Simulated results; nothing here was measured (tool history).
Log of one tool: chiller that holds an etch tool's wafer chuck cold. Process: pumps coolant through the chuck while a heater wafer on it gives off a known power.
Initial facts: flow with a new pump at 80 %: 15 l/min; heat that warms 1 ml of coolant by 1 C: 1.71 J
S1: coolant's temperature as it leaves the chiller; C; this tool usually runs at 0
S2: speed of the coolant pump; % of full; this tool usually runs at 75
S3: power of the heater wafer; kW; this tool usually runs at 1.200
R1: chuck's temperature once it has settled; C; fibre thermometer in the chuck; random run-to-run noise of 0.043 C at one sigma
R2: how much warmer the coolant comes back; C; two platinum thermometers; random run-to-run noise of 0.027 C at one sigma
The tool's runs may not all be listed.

Run 1, hour 0.0: usual settings. Result: R1 8.50 C, R2 3.01 C.
Run 2, hour 39.7: usual settings but S1 1 C. Result: R1 9.43 C, R2 2.99 C.
Run 3, hour 63.2: usual settings but S3 1.237 kW. Result: R1 8.75 C, R2 3.14 C.
Run 4, hour 87.6: usual settings but S3 1.237 kW. Result: R1 8.70 C, R2 3.14 C.
At hour 120.4: chiller's thermometer calibrated.
Run 5, hour 129.5: usual settings but S3 1.237 kW. Result: R1 9.13 C, R2 3.11 C.
Run 6, hour 172.3: usual settings but S2 66 % of full, S3 1.237 kW. Result: R1 9.94 C, R2 3.60 C.
Run 7, hour 204.8: usual settings but S2 66 % of full, S3 1.237 kW. Result: R1 9.95 C, R2 3.58 C.
Run 8, hour 226.8: usual settings but S2 66 % of full, S3 1.237 kW. Result: R1 9.96 C, R2 3.57 C.
Run 9, hour 260.5: usual settings but S2 66 % of full, S3 1.237 kW. Result: R1 9.93 C, R2 3.55 C.
Run 10, hour 288.4: usual settings but S1 -10 C, S2 76 % of full. Result: R1 -1.21 C, R2 2.99 C.
Run 11, hour 315.2: usual settings but S1 -10 C, S2 76 % of full. Result: R1 -1.21 C, R2 2.96 C.
Run 12, hour 351.7: usual settings but S1 -1 C, S2 67 % of full, S3 1.763 kW. Result: R1 13.13 C, R2 5.08 C.
Run 13, hour 377.3: usual settings but S1 1 C, S2 74 % of full, S3 0.926 kW. Result: R1 7.88 C, R2 2.40 C.
Run 14, hour 400.4: usual settings but S1 -8 C, S3 0.775 kW. Result: R1 -2.32 C, R2 1.96 C.
Run 15, hour 437.6: usual settings but S1 3 C, S2 71 % of full, S3 0.775 kW. Result: R1 8.95 C, R2 2.10 C.
Run 16, hour 484.4: usual settings but S1 3 C, S2 71 % of full, S3 0.775 kW. Result: R1 8.95 C, R2 2.11 C.

Branching from run 16: 4 alternative next runs. What would each branch give?
Run A, hour 510.6: usual settings but S1 -5 C, S3 1.398 kW. Result: R1 ?, R2 ?.
Run B, hour 510.6: usual settings but S1 2 C, S2 71 % of full, S3 0.775 kW. Result: R1 ?, R2 ?.
Run C, hour 510.6: usual settings but S1 3 C, S2 72 % of full, S3 1.051 kW. Result: R1 ?, R2 ?.
Run D, hour 510.6: usual settings but S1 9 C, S2 70 % of full, S3 1.054 kW. Result: R1 ?, R2 ?.

run     R1    R2
  A   5.35  3.58
  B   7.94  2.07
  C  10.89  2.75
  D  17.10  2.84
The same runs, with their run-to-run variation unchanged, on a tool lacking any hidden condition would have given:
run     R1    R2
  A   4.99  3.55
  B   7.77  2.05
  C  10.63  2.72
  D  16.83  2.81

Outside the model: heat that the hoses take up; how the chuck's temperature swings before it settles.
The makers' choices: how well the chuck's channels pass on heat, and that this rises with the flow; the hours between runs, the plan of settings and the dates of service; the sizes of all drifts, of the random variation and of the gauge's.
